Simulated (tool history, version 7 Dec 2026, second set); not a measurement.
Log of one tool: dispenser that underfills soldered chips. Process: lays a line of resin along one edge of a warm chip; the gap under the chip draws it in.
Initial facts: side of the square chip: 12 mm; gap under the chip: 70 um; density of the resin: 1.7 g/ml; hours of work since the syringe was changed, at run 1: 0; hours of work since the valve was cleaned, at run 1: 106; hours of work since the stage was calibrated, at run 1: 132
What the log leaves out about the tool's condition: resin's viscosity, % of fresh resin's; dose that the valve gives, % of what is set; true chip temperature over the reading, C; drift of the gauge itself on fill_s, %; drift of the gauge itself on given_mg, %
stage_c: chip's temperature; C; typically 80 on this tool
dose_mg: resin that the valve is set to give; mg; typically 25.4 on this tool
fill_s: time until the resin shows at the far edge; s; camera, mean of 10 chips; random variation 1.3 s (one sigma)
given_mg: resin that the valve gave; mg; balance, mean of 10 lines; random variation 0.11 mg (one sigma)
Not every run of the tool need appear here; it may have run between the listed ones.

| run | day | stage_c | dose_mg | hours of work since the syringe was changed | hours of work since the valve was cleaned | hours of work since the stage was calibrated | fill_s | given_mg |
|---|---|---|---|---|---|---|---|---|
| 1 | 0 | 80 | 25.4 | 0 | 106 | 132 | 122.5 | 23.61 |
| 2 | 0.229 | 80 | 25.4 | 4 | 110 | 135 | 157.3 | 23.53 |
| 3 | 0.442 | 94 | 25.4 | 7 | 113 | 139 | 111.7 | 23.47 |
|  | 0.646 | new syringe of resin |
| 4 | 0.767 | 94 | 25.4 | 2 | 118 | 143 | 77.1 | 23.33 |
| 5 | 1.1 | 94 | 25.4 | 7 | 123 | 149 | 107.7 | 23.24 |
|  | 1.325 | new syringe of resin |
| 6 | 1.388 | 94 | 25.4 | 1 | 128 | 153 | 72.3 | 23.12 |
| 7 | 1.608 | 94 | 25.4 | 4 | 131 | 156 | 89.6 | 23.06 |
| 8 | 1.871 | 94 | 25.4 | 9 | 135 | 160 | 117.9 | 22.99 |
|  | 2 | new syringe of resin |
|  | 2.283 | dispensing valve cleaned and set on the balance |
| 9 | 2.288 | 94 | 25.4 | 4 | 0 | 166 | 84.5 | 25.38 |
| 10 | 2.608 | 71 | 25.4 | 9 | 5 | 171 | 309.6 | 25.35 |
|  | 2.721 | new syringe of resin |
| 11 | 2.858 | 80 | 25.4 | 2 | 9 | 175 | 132.1 | 25.2 |
| 12 | 3.088 | 80 | 22.7 | 6 | 12 | 178 | 173.8 | 22.57 |
|  | 3.404 | new syringe of resin |
| 13 | 3.446 | 80 | 25.4 | 1 | 18 | 184 | 120.5 | 25.3 |
| 14 | 3.675 | 80 | 25.6 | 4 | 21 | 187 | 151.7 | 25.4 |
| 15 | 3.938 | 80 | 25.4 | 8 | 25 | 191 | 206.6 | 24.9 |
|  | 4.088 | new syringe of resin |
| 16 | 4.15 | 67 | 25.4 | 1 | 29 | 194 | 229.4 | 24.86 |
| 17 | 4.412 | 85 | 32.9 | 5 | 33 | 198 | 132 | 32.14 |
| 18 | 4.729 | 93 | 26 | 10 | 37 | 203 | 135.4 | 25.27 |
|  | 4.771 | new syringe of resin |
| 19 | 5.05 | 92 | 25.4 | 4 | 42 | 208 | 95.5 | 24.57 |
| 20 | 5.242 | 83 | 25.6 | 7 | 45 | 211 | 166.4 | 24.89 |
|  | 5.433 | new syringe of resin |
| 21 | 5.554 | 88 | 25.4 | 2 | 50 | 216 | 93.6 | 24.63 |
| 22 | 5.854 | 87 | 32.7 | 7 | 55 | 221 | 133.4 | 31.37 |
| 23 | 6.067 | 87 | 28.8 | 10 | 58 | 224 | 166.1 | 27.52 |
|  | 6.108 | new syringe of resin |
| 24 | 6.429 | 87 | 28.8 | 5 | 63 | 229 | 119.6 | 27.77 |
|  | 6.771 | new syringe of resin |
| 25 | 6.771 | 73 | 23.6 | 0 | 69 | 234 | 160.4 | 22.41 |
| 26 | 7.125 | 73 | 23.6 | 6 | 74 | 240 | 229.4 | 22.47 |
|  | 7.442 | new syringe of resin |
| 27 | 7.496 | 81 | 28 | 1 | 80 | 245 | 119 | 26.61 |
| 28 | 7.817 | 66 | 24.9 | 6 | 85 | 251 | 322.9 | 23.6 |
| 29 | 8.029 | 73 | 26 | 9 | 88 | 254 | 289.2 | 24.36 |
|  | 8.108 | new syringe of resin |
| 30 | 8.404 | 68 | 24.7 | 5 | 94 | 259 | 274.7 | 23.27 |
| 31 | 8.658 | 73 | 26.9 | 9 | 97 | 263 | 282.1 | 25.02 |

Consider 5 possible next runs. They are alternatives, not a sequence: every one starts from the tool as it was left by run 31. What does each give?
|  | 8.775 | new syringe of resin |
| A | 8.854 | 73 | 31.2 | 1 | 100 | 266 | ? | ? |
|  | 8.775 | new syringe of resin |
| B | 8.854 | 88 | 32.3 | 1 | 100 | 266 | ? | ? |
|  | 8.775 | new syringe of resin |
| C | 8.854 | 67 | 23.9 | 1 | 100 | 266 | ? | ? |
|  | 8.775 | new syringe of resin |
| D | 8.854 | 73 | 24.6 | 1 | 100 | 266 | ? | ? |
|  | 8.775 | new syringe of resin |
| E | 8.854 | 80 | 32.4 | 1 | 100 | 266 | ? | ? |

| run | fill_s | given_mg |
|---|---|---|
| A | 167.6 | 29.02 |
| B | 88.8 | 30.19 |
| C | 230.7 | 22.17 |
| D | 174.5 | 22.88 |
| E | 121.2 | 30.13 |
Take away the tool's hidden state, keep each run's random variation, and the runs would have read:
| run | fill_s | given_mg |
|---|---|---|
| A | 162.2 | 31.2 |
| B | 85.6 | 32.45 |
| C | 220.7 | 23.83 |
| D | 167 | 24.59 |
| E | 117.2 | 32.38 |
